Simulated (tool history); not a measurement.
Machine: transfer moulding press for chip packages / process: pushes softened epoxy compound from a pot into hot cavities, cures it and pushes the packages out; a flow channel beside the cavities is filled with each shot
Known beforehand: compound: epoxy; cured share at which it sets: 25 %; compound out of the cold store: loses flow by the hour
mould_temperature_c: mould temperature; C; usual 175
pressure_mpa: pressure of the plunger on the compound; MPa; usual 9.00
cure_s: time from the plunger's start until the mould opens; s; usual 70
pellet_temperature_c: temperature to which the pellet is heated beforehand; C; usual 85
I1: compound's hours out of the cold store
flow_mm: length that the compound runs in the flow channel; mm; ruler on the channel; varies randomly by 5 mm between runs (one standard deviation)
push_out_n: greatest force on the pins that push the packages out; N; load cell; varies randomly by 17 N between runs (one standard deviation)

run 1 day=0.000 | mould_temperature_c=175 pressure_mpa=9.00 cure_s=70 pellet_temperature_c=85 | I1=47.2 | flow_mm=770 push_out_n=846
-- day=0.900 cavities cleaned with cleaning compound and waxed
-- day=1.967 cavities cleaned with cleaning compound and waxed
run 2 day=2.642 | mould_temperature_c=175 pressure_mpa=9.00 cure_s=70 pellet_temperature_c=85 | I1=24.4 | flow_mm=814 push_out_n=960
-- day=3.125 cavities cleaned with cleaning compound and waxed
-- day=4.250 cavities cleaned with cleaning compound and waxed
run 3 day=4.304 | mould_temperature_c=175 pressure_mpa=9.00 cure_s=70 pellet_temperature_c=85 | I1=16.1 | flow_mm=817 push_out_n=802
-- day=4.625 plunger's sealing rings changed
-- day=5.450 cavities cleaned with cleaning compound and waxed
-- day=6.592 cavities cleaned with cleaning compound and waxed
run 4 day=6.938 | mould_temperature_c=175 pressure_mpa=9.00 cure_s=54 pellet_temperature_c=85 | I1=42.8 | flow_mm=828 push_out_n=1714
-- day=7.238 mould's thermocouples calibrated
-- day=7.808 cavities cleaned with cleaning compound and waxed
-- day=8.929 cavities cleaned with cleaning compound and waxed
run 5 day=9.021 | mould_temperature_c=175 pressure_mpa=9.00 cure_s=54 pellet_temperature_c=85 | I1=18.6 | flow_mm=861 push_out_n=1577
-- day=10.142 cavities cleaned with cleaning compound and waxed
-- day=11.217 cavities cleaned with cleaning compound and waxed
run 6 day=11.675 | mould_temperature_c=175 pressure_mpa=9.00 cure_s=54 pellet_temperature_c=85 | I1=36.3 | flow_mm=812 push_out_n=1701
-- day=12.467 cavities cleaned with cleaning compound and waxed
-- day=13.567 cavities cleaned with cleaning compound and waxed
run 7 day=13.808 | mould_temperature_c=175 pressure_mpa=9.00 cure_s=54 pellet_temperature_c=85 | I1=8.5 | flow_mm=855 push_out_n=1659
-- day=14.821 cavities cleaned with cleaning compound and waxed
run 8 day=15.188 | mould_temperature_c=175 pressure_mpa=9.00 cure_s=70 pellet_temperature_c=84 | I1=10.9 | flow_mm=857 push_out_n=810
-- day=16.096 cavities cleaned with cleaning compound and waxed
run 9 day=16.558 | mould_temperature_c=175 pressure_mpa=9.00 cure_s=70 pellet_temperature_c=84 | I1=31.3 | flow_mm=797 push_out_n=817
-- day=17.158 cavities cleaned with cleaning compound and waxed
-- day=18.362 cavities cleaned with cleaning compound and waxed
run 10 day=18.833 | mould_temperature_c=175 pressure_mpa=9.00 cure_s=70 pellet_temperature_c=84 | I1=34.5 | flow_mm=785 push_out_n=825
-- day=19.542 cavities cleaned with cleaning compound and waxed
-- day=20.008 plunger's sealing rings changed
-- day=20.846 cavities cleaned with cleaning compound and waxed
run 11 day=21.746 | mould_temperature_c=175 pressure_mpa=7.66 cure_s=70 pellet_temperature_c=85 | I1=21.4 | flow_mm=797 push_out_n=910
-- day=22.050 cavities cleaned with cleaning compound and waxed
-- day=23.121 mould's thermocouples calibrated, once more
-- day=23.346 cavities cleaned with cleaning compound and waxed
run 12 day=24.300 | mould_temperature_c=175 pressure_mpa=9.00 cure_s=70 pellet_temperature_c=85 | I1=13.7 | flow_mm=891 push_out_n=1115
-- day=24.554 cavities cleaned with cleaning compound and waxed
-- day=25.704 cavities cleaned with cleaning compound and waxed
run 13 day=26.608 | mould_temperature_c=175 pressure_mpa=9.00 cure_s=56 pellet_temperature_c=85 | I1=15.0 | flow_mm=868 push_out_n=1955
-- day=26.846 cavities cleaned with cleaning compound and waxed
-- day=28.042 cavities cleaned with cleaning compound and waxed
-- day=29.117 cavities cleaned with cleaning compound and waxed
run 14 day=29.117 | mould_temperature_c=183 pressure_mpa=9.50 cure_s=60 pellet_temperature_c=83 | I1=15.6 | flow_mm=850 push_out_n=714
-- day=30.225 cavities cleaned with cleaning compound and waxed
-- day=31.329 cavities cleaned with cleaning compound and waxed
run 15 day=31.442 | mould_temperature_c=175 pressure_mpa=8.70 cure_s=70 pellet_temperature_c=76 | I1=42.5 | flow_mm=776 push_out_n=875
-- day=32.425 cavities cleaned with cleaning compound and waxed
run 16 day=32.800 | mould_temperature_c=175 pressure_mpa=8.70 cure_s=70 pellet_temperature_c=76 | I1=16.2 | flow_mm=828 push_out_n=1010
-- day=33.592 cavities cleaned with cleaning compound and waxed
run 17 day=34.342 | mould_temperature_c=175 pressure_mpa=9.00 cure_s=109 pellet_temperature_c=85 | I1=27.2 | flow_mm=803 push_out_n=552
-- day=34.704 cavities cleaned with cleaning compound and waxed
-- day=35.396 plunger's sealing rings changed
-- day=35.867 cavities cleaned with cleaning compound and waxed
-- day=36.971 cavities cleaned with cleaning compound and waxed
run 18 day=37.400 | mould_temperature_c=175 pressure_mpa=9.56 cure_s=70 pellet_temperature_c=85 | I1=39.4 | flow_mm=866 push_out_n=902
-- day=38.192 cavities cleaned with cleaning compound and waxed
run 19 day=38.654 | mould_temperature_c=172 pressure_mpa=9.56 cure_s=106 pellet_temperature_c=81 | I1=17.9 | flow_mm=916 push_out_n=583
-- day=39.279 cavities cleaned with cleaning compound and waxed
run 20 day=39.921 | mould_temperature_c=176 pressure_mpa=10.15 cure_s=85 pellet_temperature_c=93 | I1=37.5 | flow_mm=873 push_out_n=600
-- day=40.346 cavities cleaned with cleaning compound and waxed
run 21 day=41.125 | mould_temperature_c=176 pressure_mpa=10.15 cure_s=85 pellet_temperature_c=93 | I1=41.2 | flow_mm=853 push_out_n=609
-- day=41.625 cavities cleaned with cleaning compound and waxed
run 22 day=42.433 | mould_temperature_c=182 pressure_mpa=10.15 cure_s=74 pellet_temperature_c=78 | I1=23.9 | flow_mm=879 push_out_n=628
-- day=42.908 cavities cleaned with cleaning compound and waxed
-- day=43.979 cavities cleaned with cleaning compound and waxed
run 23 day=44.404 | mould_temperature_c=175 pressure_mpa=9.00 cure_s=89 pellet_temperature_c=80 | I1=22.3 | flow_mm=840 push_out_n=578
-- day=45.071 cavities cleaned with cleaning compound and waxed
-- day=46.204 cavities cleaned with cleaning compound and waxed
run 24 day=46.988 | mould_temperature_c=175 pressure_mpa=9.00 cure_s=89 pellet_temperature_c=80 | I1=34.2 | flow_mm=803 push_out_n=654

3 ways to go on from here, each from the tool as it stands after run 24. What would each give?
-- day=47.300 cavities cleaned with cleaning compound and waxed
-- day=48.521 cavities cleaned with cleaning compound and waxed
run A day=49.442 | mould_temperature_c=175 pressure_mpa=7.08 cure_s=70 pellet_temperature_c=85 | I1=47.6 | flow_mm=? push_out_n=?
-- day=47.300 cavities cleaned with cleaning compound and waxed
-- day=48.521 cavities cleaned with cleaning compound and waxed
run B day=49.442 | mould_temperature_c=172 pressure_mpa=9.00 cure_s=109 pellet_temperature_c=94 | I1=12.7 | flow_mm=? push_out_n=?
-- day=47.300 cavities cleaned with cleaning compound and waxed
-- day=48.521 cavities cleaned with cleaning compound and waxed
run C day=49.442 | mould_temperature_c=175 pressure_mpa=7.57 cure_s=66 pellet_temperature_c=83 | I1=8.1 | flow_mm=? push_out_n=?

run=A flow_mm=670 push_out_n=1005
run=B flow_mm=830 push_out_n=598
run=C flow_mm=782 push_out_n=1280
The same runs, with their run-to-run variation unchanged, on a tool lacking any hidden condition would have given:
run=A flow_mm=731 push_out_n=810
run=B flow_mm=906 push_out_n=453
run=C flow_mm=854 push_out_n=1036
